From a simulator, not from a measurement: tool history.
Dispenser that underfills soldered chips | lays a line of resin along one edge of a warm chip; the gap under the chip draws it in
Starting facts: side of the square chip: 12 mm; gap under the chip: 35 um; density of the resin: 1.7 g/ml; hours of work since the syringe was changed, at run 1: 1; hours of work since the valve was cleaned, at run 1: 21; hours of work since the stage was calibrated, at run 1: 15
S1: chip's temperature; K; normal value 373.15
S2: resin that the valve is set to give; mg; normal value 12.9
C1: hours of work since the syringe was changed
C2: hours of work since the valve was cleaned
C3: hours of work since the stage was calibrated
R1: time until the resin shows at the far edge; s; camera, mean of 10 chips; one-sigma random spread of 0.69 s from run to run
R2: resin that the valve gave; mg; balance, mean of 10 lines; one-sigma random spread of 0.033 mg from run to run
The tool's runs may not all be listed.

| run | day | S1 | S2 | C1 | C2 | C3 | R1 | R2 |
|---|---|---|---|---|---|---|---|---|
| 1 | 0 | 373.15 | 12.9 | 1 | 21 | 15 | 68.5 | 12.71 |
| 2 | 0.388 | 373.15 | 12.9 | 7 | 27 | 21 | 118.1 | 12.77 |
|  | 0.662 | new syringe of resin |
| 3 | 0.662 | 373.15 | 12.9 | 0 | 31 | 26 | 61.7 | 12.75 |
| 4 | 0.933 | 373.15 | 12.9 | 4 | 36 | 30 | 90 | 12.79 |
| 5 | 1.275 | 378.15 | 12.9 | 10 | 41 | 36 | 122.4 | 12.67 |
|  | 1.362 | new syringe of resin |
| 6 | 1.6 | 378.15 | 12.9 | 4 | 46 | 41 | 74.7 | 12.71 |
|  | 1.8 | dispensing valve cleaned and set on the balance |
| 7 | 1.967 | 379.15 | 12.9 | 9 | 3 | 46 | 114.7 | 12.78 |
|  | 2.104 | new syringe of resin |
| 8 | 2.333 | 379.15 | 12.9 | 4 | 9 | 52 | 69.7 | 12.85 |
| 9 | 2.721 | 379.15 | 12.9 | 10 | 15 | 58 | 120.9 | 12.86 |
|  | 2.804 | new syringe of resin |
| 10 | 3.075 | 379.15 | 12.9 | 4 | 20 | 64 | 72.3 | 12.79 |
| 11 | 3.375 | 379.15 | 12.9 | 9 | 25 | 69 | 112.4 | 12.84 |
|  | 3.525 | new syringe of resin |
| 12 | 3.954 | 379.15 | 12.9 | 7 | 35 | 78 | 91.3 | 12.74 |
|  | 4.246 | new syringe of resin |
| 13 | 4.488 | 379.15 | 12.9 | 4 | 43 | 86 | 70.7 | 12.69 |
|  | 4.883 | dispensing valve cleaned and set on the balance |
|  | 4.992 | new syringe of resin |
| 14 | 5.025 | 361.15 | 12.9 | 1 | 2 | 94 | 103.4 | 12.93 |
| 15 | 5.638 | 361.15 | 12.9 | 11 | 12 | 104 | 234.3 | 12.86 |
|  | 5.692 | new syringe of resin |
| 16 | 6.246 | 361.15 | 15.3 | 9 | 22 | 114 | 201 | 15.25 |
|  | 6.412 | new syringe of resin |
| 17 | 6.633 | 361.15 | 15.3 | 4 | 28 | 120 | 125.7 | 15.15 |
|  | 7.108 | new syringe of resin |
| 18 | 7.233 | 361.15 | 15.3 | 2 | 38 | 130 | 110.8 | 15.16 |
| 19 | 7.517 | 372.15 | 13.7 | 7 | 42 | 134 | 111.3 | 13.56 |
|  | 7.812 | new syringe of resin |
|  | 7.992 | dispensing valve cleaned and set on the balance |
| 20 | 7.992 | 361.15 | 16.6 | 2 | 0 | 141 | 113.5 | 16.5 |
|  | 8.558 | new syringe of resin |
| 21 | 8.633 | 384.15 | 12.1 | 1 | 10 | 152 | 48.6 | 12.02 |
| 22 | 9.196 | 375.15 | 13.9 | 10 | 19 | 161 | 138.4 | 13.8 |
|  | 9.288 | new syringe of resin |
| 23 | 9.85 | 380.15 | 13.9 | 9 | 30 | 171 | 107 | 13.73 |
|  | 10 | new syringe of resin |
| 24 | 10.433 | 361.15 | 13.7 | 7 | 39 | 181 | 171.6 | 13.5 |
|  | 10.7 | new syringe of resin |
| 25 | 10.929 | 371.15 | 12.4 | 4 | 47 | 189 | 89.5 | 12.18 |
|  | 11.075 | dispensing valve cleaned and set on the balance |
|  | 11.471 | new syringe of resin |
| 26 | 11.621 | 365.15 | 13.8 | 2 | 9 | 199 | 98.4 | 13.81 |
|  | 12.171 | new syringe of resin |
| 27 | 12.271 | 373.15 | 12.4 | 2 | 19 | 209 | 69.4 | 12.36 |
| 28 | 12.55 | 359.15 | 14.6 | 6 | 24 | 214 | 168.5 | 14.58 |
|  | 12.892 | new syringe of resin |
| 29 | 12.933 | 365.15 | 14.3 | 1 | 30 | 220 | 84.8 | 14.2 |
| 30 | 13.492 | 365.15 | 14.3 | 10 | 39 | 229 | 183.2 | 14.07 |
|  | 13.604 | new syringe of resin |
| 31 | 14.004 | 382.15 | 15.6 | 7 | 47 | 237 | 77.1 | 15.38 |
|  | 14.179 | dispensing valve cleaned and set on the balance |
|  | 14.346 | new syringe of resin |
| 32 | 14.575 | 382.15 | 11.9 | 4 | 6 | 246 | 62.9 | 11.91 |
|  | 15.05 | new syringe of resin |
| 33 | 15.188 | 382.15 | 14 | 2 | 16 | 256 | 54 | 13.96 |
| 34 | 15.488 | 365.15 | 16.3 | 7 | 21 | 261 | 148.4 | 16.2 |

How would selected steps in R1 from run to run divide? Give the signed amount a tool lacking its hidden state would still show from settings, what came in and random variation, and the signed amount left for the hidden state, including any gauge scatter that is not in both of the compared results.
The hidden state here: resin's viscosity, % of fresh resin's; dose that the valve gives, % of what is set; true chip temperature over the reading, C; drift of the gauge itself on fill_s, %; drift of the gauge itself on given_mg, %.
Run 14 -> 15: no setting changed, nothing entered. R1 +130.9 s: hidden state +133.9, all else -3.
Run 16 -> 17: new syringe of resin. R1 -75.3 s: hidden state -77.4, all else +2.1.
Run 27 -> 28: S1 373.15 -> 359.15, S2 12.4 -> 14.6. R1 +99.1 s: hidden state +58.9, all else +40.2.
Run 29 -> 30: no setting changed, nothing entered. R1 +98.4 s: hidden state +98.8, all else -0.4.
Run 30 -> 31: S1 365.15 -> 382.15, S2 14.3 -> 15.6, new syringe of resin. R1 -106.1 s: hidden state -69.2, all else -36.9.

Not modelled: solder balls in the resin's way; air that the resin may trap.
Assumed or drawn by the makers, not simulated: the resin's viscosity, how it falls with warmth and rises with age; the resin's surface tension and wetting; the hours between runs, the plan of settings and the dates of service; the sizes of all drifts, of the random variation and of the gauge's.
